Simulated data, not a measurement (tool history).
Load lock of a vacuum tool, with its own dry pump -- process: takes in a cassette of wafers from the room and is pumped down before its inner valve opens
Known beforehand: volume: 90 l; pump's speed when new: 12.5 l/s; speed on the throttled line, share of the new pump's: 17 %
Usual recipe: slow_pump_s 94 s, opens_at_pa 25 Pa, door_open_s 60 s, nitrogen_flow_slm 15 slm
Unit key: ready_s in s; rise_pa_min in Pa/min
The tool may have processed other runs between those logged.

run	day	slow_pump_s	opens_at_pa	door_open_s	nitrogen_flow_slm	incoming humidity of the room's air, %	ready_s	rise_pa_min
1	0	94	25	60	15	45.3	140.2	0.185
2	5.3	94	34	60	15	45	139.9	0.194
3	14.079	94	25	60	15	44.2	140.5	0.201
4	22.271	94	25	129	15	43.1	140.6	0.217
5	26.254	94	25	60	15	48.5	139.9	0.204
6	31.45	94	25	47	15	45.1	141.2	0.207
7	38.975	59	25	60	15	43.9	113.3	0.213
8	43.292	59	25	60	15	43.7	114.3	0.216
9	51.808	59	25	60	15	47	113.1	0.229
10	55.654	59	25	31	15	44.4	113.1	0.22
11	62.992	94	20	60	15	45.6	142.8	0.24
12	69.008	94	20	60	15	46.4	144.6	0.243
13	74.967	94	25	60	15	41.3	143.6	0.245
14	83.729	94	25	60	15	45.5	142.8	0.251
15	91.846	94	25	60	15	47	143.5	0.263
16	99.875	94	25	60	11	49.8	143.4	0.271
17	108.638	94	25	60	11	46.1	140.4	0.286
18	117.254	92	25	60	11	48.1	140.5	0.288
19	124.858	92	25	60	11	46.3	141.9	0.301
20	130.071	173	40	40	40	47.1	202.7	0.289
21	137.121	99	40	40	44	42.2	142.7	0.295
22	141.833	94	28	60	15	44.1	142.6	0.315
23	147.442	65	49	46	13	43.3	114.7	0.313
24	155.033	182	24	84	15	43.4	215.5	0.328
25	158.604	122	33	115	5	42.2	162.7	0.361
26	163.117	56	25	60	5	44.2	111.7	0.352
27	168.892	91	29	36	32	43.1	138.8	0.331
28	174.612	143	23	63	32	47.5	184.4	0.341
29	183.425	80	23	60	15	43.6	133.7	0.362
30	187.996	85	25	60	23	44.9	137.1	0.359
31	194.833	48	27	205	15	45.1	104.6	0.405
32	202.133	89	19	176	15	43.6	142.8	0.396
33	209.125	89	37	176	7	46.3	137.2	0.434
34	217.479	67	24	168	7	45.5	122	0.437
35	225.071	67	24	168	7	44	121.1	0.451
36	232.983	94	18	95	15	41	146.3	0.426
37	236.629	94	18	95	10	42	147	0.439

Forecast each of these 4 alternatives for the next run:
A	245.075	96	25	60	30	41.6	?	?
B	245.075	59	46	221	10	47.1	?	?
C	245.075	94	18	85	10	42	?	?
D	245.075	94	18	160	22	44.7	?	?

run	ready_s	rise_pa_min
A	146.1	0.426
B	111.4	0.481
C	147.1	0.445
D	148.1	0.434
Had the tool no hidden state, the same runs would have come out as:
run	ready_s	rise_pa_min
A	140	0.012
B	104.9	0.065
C	140.4	0.029
D	141.3	0.021
